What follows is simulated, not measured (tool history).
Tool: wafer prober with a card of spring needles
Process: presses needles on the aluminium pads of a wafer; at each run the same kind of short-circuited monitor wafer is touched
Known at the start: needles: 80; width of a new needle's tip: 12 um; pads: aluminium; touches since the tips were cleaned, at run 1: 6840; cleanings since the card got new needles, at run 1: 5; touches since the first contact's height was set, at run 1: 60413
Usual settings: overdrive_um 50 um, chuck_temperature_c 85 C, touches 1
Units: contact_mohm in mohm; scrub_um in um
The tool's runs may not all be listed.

run	hour	overdrive_um	chuck_temperature_c	touches	touches since the tips were cleaned	cleanings since the card got new needles	touches since the first contact's height was set	contact_mohm	scrub_um
1	0.0	50	85	1	6840	5	60413	331	6.128
# hour 4.1: tips cleaned on abrasive film
# hour 16.8: tips cleaned on abrasive film
2	18.0	50	85	1	874	7	73519	245	6.106
# hour 29.8: tips cleaned on abrasive film
3	36.3	60	85	1	4771	8	86848	273	7.339
# hour 42.7: tips cleaned on abrasive film
4	47.5	60	85	1	3570	9	95049	262	7.329
# hour 55.5: tips cleaned on abrasive film
5	65.1	50	85	2	7040	10	107839	277	6.077
# hour 68.8: tips cleaned on abrasive film
6	77.0	50	85	2	5977	11	116526	274	6.075
# hour 81.5: tips cleaned on abrasive film
# hour 95.2: tips cleaned on abrasive film
7	102.7	50	85	2	5540	13	135311	272	6.048
# hour 109.6: tips cleaned on abrasive film
# hour 123.1: tips cleaned on abrasive film
# hour 130.3: tips cleaned on abrasive film, once more
8	130.3	50	85	1	0	16	155339	193	6.033
# hour 143.8: tips cleaned on abrasive film
9	151.9	50	85	1	5972	17	171119	340	6.029
# hour 157.0: tips cleaned on abrasive film
# hour 169.3: tips cleaned on abrasive film
# hour 171.3: height of the first contact set anew
10	171.3	50	85	1	1235	19	0	231	6.161
# hour 182.0: tips cleaned on abrasive film
11	192.3	62	85	1	7593	20	15414	294	7.636
# hour 195.2: tips cleaned on abrasive film
12	206.5	47	52	1	8322	21	25754	385	5.789
# hour 208.5: tips cleaned on abrasive film
# hour 220.7: tips cleaned on abrasive film
13	230.3	43	53	1	7008	23	43059	406	5.285
# hour 234.3: tips cleaned on abrasive film
# hour 246.6: tips cleaned on abrasive film
14	248.8	43	53	1	1599	25	56502	271	5.273
# hour 260.6: tips cleaned on abrasive film
15	269.2	59	85	2	6265	26	71413	252	7.229
# hour 273.1: tips cleaned on abrasive film
# hour 287.6: tips cleaned on abrasive film
16	292.6	59	85	1	3655	28	88481	280	7.215
# hour 300.3: tips cleaned on abrasive film
17	311.2	50	85	2	8007	29	102064	295	6.095
# hour 313.8: tips cleaned on abrasive film
18	325.0	50	27	2	8253	30	112169	291	6.096
# hour 327.5: tips cleaned on abrasive film
19	336.7	50	58	3	6784	31	120675	245	6.098

Forecast each of these 3 alternatives for the next run:
# hour 340.1: tips cleaned on abrasive film
# hour 352.5: tips cleaned on abrasive film
A	359.8	36	64	1	5340	33	137453	?	?
# hour 340.1: tips cleaned on abrasive film
# hour 352.5: tips cleaned on abrasive film
B	359.8	35	79	1	5340	33	137453	?	?
# hour 340.1: tips cleaned on abrasive film
# hour 352.5: tips cleaned on abrasive film
C	359.8	57	85	1	5340	33	137453	?	?

run	contact_mohm	scrub_um
A	458	4.348
B	472	4.226
C	296	6.940
Without the tool's hidden state the same runs would have given:
run	contact_mohm	scrub_um
A	189	4.444
B	194	4.323
C	183	7.037
